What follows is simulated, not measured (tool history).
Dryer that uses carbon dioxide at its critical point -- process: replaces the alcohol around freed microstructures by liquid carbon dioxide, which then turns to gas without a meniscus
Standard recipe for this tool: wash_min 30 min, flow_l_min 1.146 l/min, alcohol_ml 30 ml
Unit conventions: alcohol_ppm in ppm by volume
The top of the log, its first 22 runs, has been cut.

run	hour	wash_min	flow_l_min	alcohol_ml	hours of work since the filter was changed	hours of work since the purifier's bed was changed	alcohol_ppm
23	496.2	30	1.146	30	165	134	30
24	516.4	30	1.146	30	178	147	31
25	531.8	30	0.720	30	188	157	98
26	555.1	31	1.540	30	203	172	35
27	571.1	22	1.850	59	213	182	43
28	589.2	22	1.850	59	225	194	29
29	618.7	46	1.260	77	244	213	47
30	637.7	46	1.260	73	256	225	41
31	658.5	24	0.990	43	270	239	112
32	671.9	37	1.146	84	278	247	45
33	686.2	30	1.146	36	288	257	52
34	710.0	40	1.780	87	303	272	51
35	726.7	40	1.780	87	314	283	54
36	753.5	40	1.780	87	331	300	55
37	786.3	29	1.060	68	352	321	91
38	802.5	25	1.750	53	362	331	60
39	821.4	38	1.146	22	375	344	56
40	850.6	38	1.146	22	393	362	68
41	882.2	19	1.760	56	414	383	88
42	898.8	39	0.850	56	424	393	89
43	918.5	39	0.850	56	437	406	95
44	936.5	39	0.850	56	449	418	86
45	966.5	33	0.850	61	468	437	131
46	991.1	33	0.770	87	484	453	196
47	1015.5	30	1.100	38	500	468	92

Here are 4 independent what-if runs from the current tool condition. What would each one return?
A	1030.4	30	0.770	34	509	478	?
B	1030.4	27	1.100	32	509	478	?
C	1030.4	30	0.710	47	509	478	?
D	1030.4	47	1.470	55	509	478	?

run	alcohol_ppm
A	182
B	104
C	233
D	90
With no hidden state in the tool, these same runs would have given:
run	alcohol_ppm
A	70
B	16
C	98
D	12

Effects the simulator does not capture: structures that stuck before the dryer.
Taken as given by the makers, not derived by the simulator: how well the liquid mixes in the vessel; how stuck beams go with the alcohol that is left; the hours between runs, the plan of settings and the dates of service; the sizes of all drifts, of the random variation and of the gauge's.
